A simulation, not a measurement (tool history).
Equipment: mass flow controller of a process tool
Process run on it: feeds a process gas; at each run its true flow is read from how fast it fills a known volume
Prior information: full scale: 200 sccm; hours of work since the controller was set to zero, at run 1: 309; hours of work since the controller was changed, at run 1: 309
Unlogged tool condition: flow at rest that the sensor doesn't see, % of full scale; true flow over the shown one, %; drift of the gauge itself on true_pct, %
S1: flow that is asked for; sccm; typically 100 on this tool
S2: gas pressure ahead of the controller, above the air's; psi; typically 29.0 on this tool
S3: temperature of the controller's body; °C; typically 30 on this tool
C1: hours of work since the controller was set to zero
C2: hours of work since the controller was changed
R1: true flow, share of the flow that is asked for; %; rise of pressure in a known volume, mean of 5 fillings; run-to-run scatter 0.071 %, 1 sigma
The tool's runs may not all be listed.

run 1 hour=0.0 | S1=100 S2=29.0 S3=30 | C1=309 C2=309 | R1=99.72
run 2 hour=58.3 | S1=100 S2=29.0 S3=30 | C1=334 C2=334 | R1=99.90
run 3 hour=104.1 | S1=100 S2=29.0 S3=30 | C1=353 C2=353 | R1=99.92
run 4 hour=142.9 | S1=100 S2=29.0 S3=30 | C1=370 C2=370 | R1=99.98
run 5 hour=195.0 | S1=100 S2=29.0 S3=30 | C1=392 C2=392 | R1=100.02
run 6 hour=261.3 | S1=100 S2=29.0 S3=30 | C1=420 C2=420 | R1=100.14
run 7 hour=334.2 | S1=100 S2=29.0 S3=30 | C1=451 C2=451 | R1=100.04
run 8 hour=376.6 | S1=100 S2=29.0 S3=30 | C1=469 C2=469 | R1=100.23
run 9 hour=448.7 | S1=100 S2=38.7 S3=30 | C1=500 C2=500 | R1=99.99
run 10 hour=527.5 | S1=100 S2=29.0 S3=30 | C1=534 C2=534 | R1=100.41
run 11 hour=567.8 | S1=181 S2=29.0 S3=30 | C1=551 C2=551 | R1=100.65
run 12 hour=646.5 | S1=100 S2=29.0 S3=30 | C1=584 C2=584 | R1=100.69
run 13 hour=685.6 | S1=100 S2=29.0 S3=30 | C1=601 C2=601 | R1=100.71
run 14 hour=749.8 | S1=87 S2=29.0 S3=30 | C1=628 C2=628 | R1=100.64
run 15 hour=807.7 | S1=87 S2=29.0 S3=30 | C1=653 C2=653 | R1=100.80
run 16 hour=861.6 | S1=74 S2=29.0 S3=30 | C1=676 C2=676 | R1=100.88
run 17 hour=921.1 | S1=74 S2=29.0 S3=30 | C1=701 C2=701 | R1=100.77
run 18 hour=979.1 | S1=100 S2=29.0 S3=23 | C1=726 C2=726 | R1=100.92
run 19 hour=1015.7 | S1=100 S2=29.0 S3=23 | C1=742 C2=742 | R1=100.81
run 20 hour=1060.6 | S1=100 S2=29.0 S3=23 | C1=761 C2=761 | R1=100.89
run 21 hour=1108.0 | S1=37 S2=34.5 S3=22 | C1=781 C2=781 | R1=100.40
run 22 hour=1144.1 | S1=37 S2=34.5 S3=22 | C1=796 C2=796 | R1=100.55
run 23 hour=1212.5 | S1=45 S2=34.5 S3=22 | C1=826 C2=826 | R1=100.74
run 24 hour=1270.0 | S1=100 S2=29.0 S3=22 | C1=850 C2=850 | R1=101.20
run 25 hour=1319.5 | S1=100 S2=29.0 S3=22 | C1=871 C2=871 | R1=101.18
run 26 hour=1357.1 | S1=57 S2=22.8 S3=29 | C1=887 C2=887 | R1=101.51
run 27 hour=1429.5 | S1=100 S2=25.5 S3=33 | C1=918 C2=918 | R1=101.93
run 28 hour=1472.0 | S1=75 S2=22.6 S3=25 | C1=936 C2=936 | R1=101.58
run 29 hour=1507.3 | S1=126 S2=24.8 S3=25 | C1=951 C2=951 | R1=101.73
-- hour=1550.6 gauge calibrated
run 30 hour=1557.7 | S1=47 S2=29.0 S3=34 | C1=973 C2=973 | R1=99.81
run 31 hour=1619.7 | S1=85 S2=29.0 S3=34 | C1=999 C2=999 | R1=99.91
run 32 hour=1662.9 | S1=25 S2=29.0 S3=29 | C1=1018 C2=1018 | R1=99.60
run 33 hour=1738.0 | S1=25 S2=29.0 S3=29 | C1=1050 C2=1050 | R1=99.62
run 34 hour=1791.4 | S1=25 S2=29.0 S3=29 | C1=1072 C2=1072 | R1=99.71
run 35 hour=1865.5 | S1=100 S2=35.0 S3=21 | C1=1104 C2=1104 | R1=99.76
run 36 hour=1920.7 | S1=129 S2=21.5 S3=20 | C1=1127 C2=1127 | R1=100.19
run 37 hour=1999.4 | S1=129 S2=21.5 S3=20 | C1=1161 C2=1161 | R1=100.36
run 38 hour=2062.8 | S1=129 S2=21.5 S3=26 | C1=1188 C2=1188 | R1=100.51
run 39 hour=2111.4 | S1=193 S2=38.7 S3=23 | C1=1209 C2=1209 | R1=100.40
run 40 hour=2153.7 | S1=193 S2=24.9 S3=38 | C1=1227 C2=1227 | R1=101.38

What differs in the tool's unlogged condition from the final listed run ahead of each entry between runs to the first listed run following it?
Logged between run 29 and run 30: gauge calibrated (hour 1550.6)
  drift of the gauge itself on true_pct, %: 1.98 -> 0.01
  measured value less the no-hidden-state value, R1: +1.97 -> +0.01 %

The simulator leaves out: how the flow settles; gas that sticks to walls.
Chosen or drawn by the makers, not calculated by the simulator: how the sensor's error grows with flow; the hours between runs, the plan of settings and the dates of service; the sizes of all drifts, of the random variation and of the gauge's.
